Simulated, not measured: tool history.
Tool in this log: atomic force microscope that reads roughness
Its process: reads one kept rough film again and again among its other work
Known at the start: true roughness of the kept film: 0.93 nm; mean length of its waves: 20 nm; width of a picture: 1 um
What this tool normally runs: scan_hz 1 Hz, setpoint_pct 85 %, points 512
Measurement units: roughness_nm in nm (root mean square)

run	hour	scan_hz	setpoint_pct	points	roughness_nm
1	0	1	85	512	0.787
2	26.3	1	85	512	0.795
3	77	1	85	512	0.783
4	116.4	1	78	512	0.812
# hour 147.8: new tip fitted
5	150.5	1.93	78	512	0.762
6	176.2	1.93	78	512	0.749
7	206.5	1	58	512	0.856
8	238.8	1	59	512	0.855
9	280.2	0.93	85	512	0.784
10	304.5	0.93	85	512	0.785
11	340.7	0.93	85	512	0.79
# hour 347.6: new tip fitted
12	380.7	1	85	512	0.784
13	404.2	0.65	85	512	0.82
14	433	0.65	85	512	0.816
15	483.1	0.65	85	512	0.808
16	509.7	1	76	512	0.815
# hour 550: new tip fitted
17	560.7	1.23	85	512	0.77
18	600.8	1.23	85	512	0.765
19	643.2	1.23	67	512	0.833
20	687.9	1.23	67	512	0.834
21	734.2	1	85	512	0.775
# hour 748.4: new tip fitted
22	762.7	1	85	512	0.789
23	801.2	1	85	512	0.791
24	839.2	1	85	512	0.779
25	881	1	85	512	0.782
26	909.2	1	85	368	0.768
# hour 949.2: new tip fitted
27	963.8	0.55	87	283	0.812
28	1006.1	2.44	67	283	0.776
29	1039.6	2.44	67	283	0.77
30	1087.1	2.44	68	283	0.77
31	1138.9	0.64	68	393	0.844
# hour 1151.9: new tip fitted
32	1174.6	0.64	68	393	0.848
33	1221	1.66	85	607	0.74
34	1260.7	0.94	85	512	0.793
35	1286.4	0.94	85	512	0.794
36	1309.4	2.42	85	512	0.675
# hour 1351.2: new tip fitted
37	1364.4	3.74	82	570	0.643
# hour 1385.4: height scale calibrated on a step standard
38	1389.4	3.74	82	570	0.652
39	1437.2	3.52	89	944	0.592
40	1484.8	0.63	83	695	0.83
41	1532.7	0.63	83	695	0.826
# hour 1554: new tip fitted
42	1567.1	0.63	83	695	0.833
43	1610	0.63	83	695	0.829
44	1641.9	2.56	76	521	0.735
45	1678.6	2.56	76	521	0.736
46	1723	2.56	76	521	0.731
# hour 1753.4: new tip fitted
47	1759.1	1.6	76	289	0.765

What will run 48 give?
48	1792.6	2.62	56	596	?

Run 48 gave roughness_nm 0.83 nm (root mean square).
Were there no unlogged condition in the tool, this run, its random variation unchanged, would have produced roughness_nm 0.831 nm (root mean square).

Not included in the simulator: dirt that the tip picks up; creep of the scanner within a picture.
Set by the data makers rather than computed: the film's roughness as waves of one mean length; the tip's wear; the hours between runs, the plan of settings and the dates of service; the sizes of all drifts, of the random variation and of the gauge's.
